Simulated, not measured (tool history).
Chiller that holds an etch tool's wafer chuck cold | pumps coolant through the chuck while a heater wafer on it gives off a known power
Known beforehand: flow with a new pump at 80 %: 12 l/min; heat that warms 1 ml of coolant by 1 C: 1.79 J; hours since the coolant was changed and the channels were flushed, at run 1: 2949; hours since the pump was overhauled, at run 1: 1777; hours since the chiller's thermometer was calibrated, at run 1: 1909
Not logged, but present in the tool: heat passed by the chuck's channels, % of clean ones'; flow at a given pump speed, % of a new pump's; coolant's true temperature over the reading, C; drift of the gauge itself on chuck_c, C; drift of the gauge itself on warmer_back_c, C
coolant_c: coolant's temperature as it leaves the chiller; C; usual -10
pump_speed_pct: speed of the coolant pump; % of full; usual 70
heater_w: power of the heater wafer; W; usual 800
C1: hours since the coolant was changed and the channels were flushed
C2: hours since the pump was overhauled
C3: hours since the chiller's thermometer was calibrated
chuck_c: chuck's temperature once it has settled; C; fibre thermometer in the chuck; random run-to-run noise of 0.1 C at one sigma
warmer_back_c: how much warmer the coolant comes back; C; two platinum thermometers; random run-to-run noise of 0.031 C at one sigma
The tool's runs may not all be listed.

{"run": 1, "hour": 0.0, "coolant_c": -10, "pump_speed_pct": 70, "heater_w": 800, "C1": 2949, "C2": 1777, "C3": 1909, "chuck_c": 0.2, "warmer_back_c": 2.79}
{"run": 2, "hour": 40.9, "coolant_c": -5, "pump_speed_pct": 70, "heater_w": 800, "C1": 2990, "C2": 1818, "C3": 1950, "chuck_c": 5.2, "warmer_back_c": 2.82}
{"run": 3, "hour": 109.5, "coolant_c": -5, "pump_speed_pct": 70, "heater_w": 800, "C1": 3059, "C2": 1887, "C3": 2018, "chuck_c": 5.2, "warmer_back_c": 2.83}
{"hour": 123.5, "done": "coolant changed, channels flushed"}
{"run": 4, "hour": 161.0, "coolant_c": -10, "pump_speed_pct": 63, "heater_w": 800, "C1": 37, "C2": 1932, "C3": 2064, "chuck_c": 0.4, "warmer_back_c": 3.24}
{"hour": 176.3, "done": "chiller's thermometer calibrated"}
{"run": 5, "hour": 238.1, "coolant_c": -16, "pump_speed_pct": 63, "heater_w": 800, "C1": 114, "C2": 2008, "C3": 62, "chuck_c": -5.0, "warmer_back_c": 3.19}
{"run": 6, "hour": 293.8, "coolant_c": -10, "pump_speed_pct": 70, "heater_w": 425, "C1": 169, "C2": 2064, "C3": 118, "chuck_c": -4.8, "warmer_back_c": 1.53}
{"run": 7, "hour": 332.8, "coolant_c": -10, "pump_speed_pct": 71, "heater_w": 425, "C1": 208, "C2": 2103, "C3": 156, "chuck_c": -4.8, "warmer_back_c": 1.42}
{"run": 8, "hour": 390.6, "coolant_c": -10, "pump_speed_pct": 70, "heater_w": 1063, "C1": 266, "C2": 2161, "C3": 214, "chuck_c": 3.1, "warmer_back_c": 3.84}
{"hour": 402.1, "done": "coolant pump overhauled"}
{"run": 9, "hour": 436.6, "coolant_c": -13, "pump_speed_pct": 70, "heater_w": 800, "C1": 307, "C2": 35, "C3": 255, "chuck_c": -2.4, "warmer_back_c": 3.11}
{"run": 10, "hour": 477.5, "coolant_c": -12, "pump_speed_pct": 85, "heater_w": 441, "C1": 348, "C2": 75, "C3": 296, "chuck_c": -7.1, "warmer_back_c": 1.38}
{"run": 11, "hour": 538.0, "coolant_c": -12, "pump_speed_pct": 85, "heater_w": 441, "C1": 409, "C2": 136, "C3": 357, "chuck_c": -7.2, "warmer_back_c": 1.4}
{"run": 12, "hour": 573.8, "coolant_c": -12, "pump_speed_pct": 85, "heater_w": 441, "C1": 444, "C2": 172, "C3": 392, "chuck_c": -7.3, "warmer_back_c": 1.29}
{"run": 13, "hour": 612.5, "coolant_c": -10, "pump_speed_pct": 73, "heater_w": 755, "C1": 483, "C2": 210, "C3": 431, "chuck_c": -0.3, "warmer_back_c": 2.83}
{"run": 14, "hour": 673.2, "coolant_c": -10, "pump_speed_pct": 73, "heater_w": 755, "C1": 544, "C2": 271, "C3": 492, "chuck_c": -0.3, "warmer_back_c": 2.85}

For each entry between runs, how does the tool's hidden state at the last listed run before it compare with that at the first listed run after it?
Logged between run 3 and run 4: coolant changed, channels flushed (hour 123.5)
  heat passed by the chuck's channels, % of clean ones': 91.1 -> 99.4; flow at a given pump speed, % of a new pump's: 91.9 -> 91.8; coolant's true temperature over the reading, C: -0.37 -> -0.38
  what was measured, less what the result would be without the hidden state, chuck_c: +1.1 -> +0.5 C; warmer_back_c: +0.23 -> +0.26 C
Logged between run 4 and run 5: chiller's thermometer calibrated (hour 176.3)
  heat passed by the chuck's channels, % of clean ones': 99.4 -> 99.1; flow at a given pump speed, % of a new pump's: 91.8 -> 91.4; coolant's true temperature over the reading, C: -0.38 -> 0.05
  what was measured, less what the result would be without the hidden state, chuck_c: +0.5 -> +1.0 C; warmer_back_c: +0.26 -> +0.28 C
Logged between run 8 and run 9: coolant pump overhauled (hour 402.1)
  heat passed by the chuck's channels, % of clean ones': 98.7 -> 98.6; flow at a given pump speed, % of a new pump's: 90.7 -> 84.1; coolant's true temperature over the reading, C: 0.02 -> 0.01
  what was measured, less what the result would be without the hidden state, chuck_c: +1.2 -> +1.6 C; warmer_back_c: +0.35 -> +0.49 C
